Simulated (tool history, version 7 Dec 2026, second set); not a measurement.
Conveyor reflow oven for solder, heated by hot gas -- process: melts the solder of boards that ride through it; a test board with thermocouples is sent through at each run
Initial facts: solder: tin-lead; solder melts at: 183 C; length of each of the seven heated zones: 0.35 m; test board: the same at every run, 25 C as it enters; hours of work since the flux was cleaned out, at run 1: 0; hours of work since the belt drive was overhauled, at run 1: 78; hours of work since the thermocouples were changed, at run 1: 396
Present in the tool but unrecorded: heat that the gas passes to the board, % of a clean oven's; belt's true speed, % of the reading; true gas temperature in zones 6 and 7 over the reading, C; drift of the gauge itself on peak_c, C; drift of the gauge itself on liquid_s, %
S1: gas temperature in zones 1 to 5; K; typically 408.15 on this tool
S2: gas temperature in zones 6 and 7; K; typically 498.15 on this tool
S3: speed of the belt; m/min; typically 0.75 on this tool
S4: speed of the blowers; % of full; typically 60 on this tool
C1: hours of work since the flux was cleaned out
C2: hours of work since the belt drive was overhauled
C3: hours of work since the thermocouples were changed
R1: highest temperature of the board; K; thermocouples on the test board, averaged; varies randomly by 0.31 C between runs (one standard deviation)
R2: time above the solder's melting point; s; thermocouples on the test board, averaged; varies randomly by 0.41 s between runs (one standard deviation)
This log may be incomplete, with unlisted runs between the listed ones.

run,hour,S1,S2,S3,S4,C1,C2,C3,R1,R2
1,0.0,408.15,498.15,0.75,60,0,78,396,473.85,26.0
2,15.7,408.15,498.15,0.75,51,12,90,408,470.35,22.0
3,32.0,408.15,498.15,0.75,51,24,102,419,470.25,21.3
4,43.8,408.15,498.15,0.75,51,32,111,428,470.45,21.4
5,62.9,408.15,498.15,0.75,52,46,125,442,470.55,22.1
6,77.8,408.15,498.15,0.75,68,57,136,453,476.55,30.1
7,93.1,418.15,498.15,0.75,60,69,147,464,476.35,31.4
8,111.2,408.15,498.15,0.75,60,82,160,478,473.45,26.7
9,130.9,408.15,498.15,0.75,60,96,175,492,473.65,26.2
10,152.2,404.15,498.15,0.75,60,112,191,508,471.95,24.3
11,167.2,404.15,498.15,0.75,60,123,202,519,472.25,24.0
12,184.8,404.15,507.15,0.75,60,136,215,532,479.05,30.4
13,211.9,404.15,507.15,0.75,60,156,235,552,479.05,30.4
# hour 218.8: flux residue cleaned out of gas plates and filters
14,242.1,404.15,507.15,0.75,60,17,253,571,478.35,30.4
# hour 267.3: flux residue cleaned out of gas plates and filters, once more
15,275.2,404.15,507.15,0.75,60,6,274,591,479.75,31.7
16,302.2,412.15,507.15,0.75,76,26,294,611,487.85,40.4
17,314.8,412.15,507.15,0.75,76,35,303,621,487.25,39.8
18,330.0,412.15,507.15,0.75,76,46,314,632,487.25,40.1

Estimate the outcome of run 19 from the log above:
19,349.0,412.15,506.15,0.75,76,60,328,646,?,?

R1: 486.15 K
R2: 39.0 s
Minus the tool's unlogged condition, the same run would have read R1 485.35 K, R2 38.4 s.
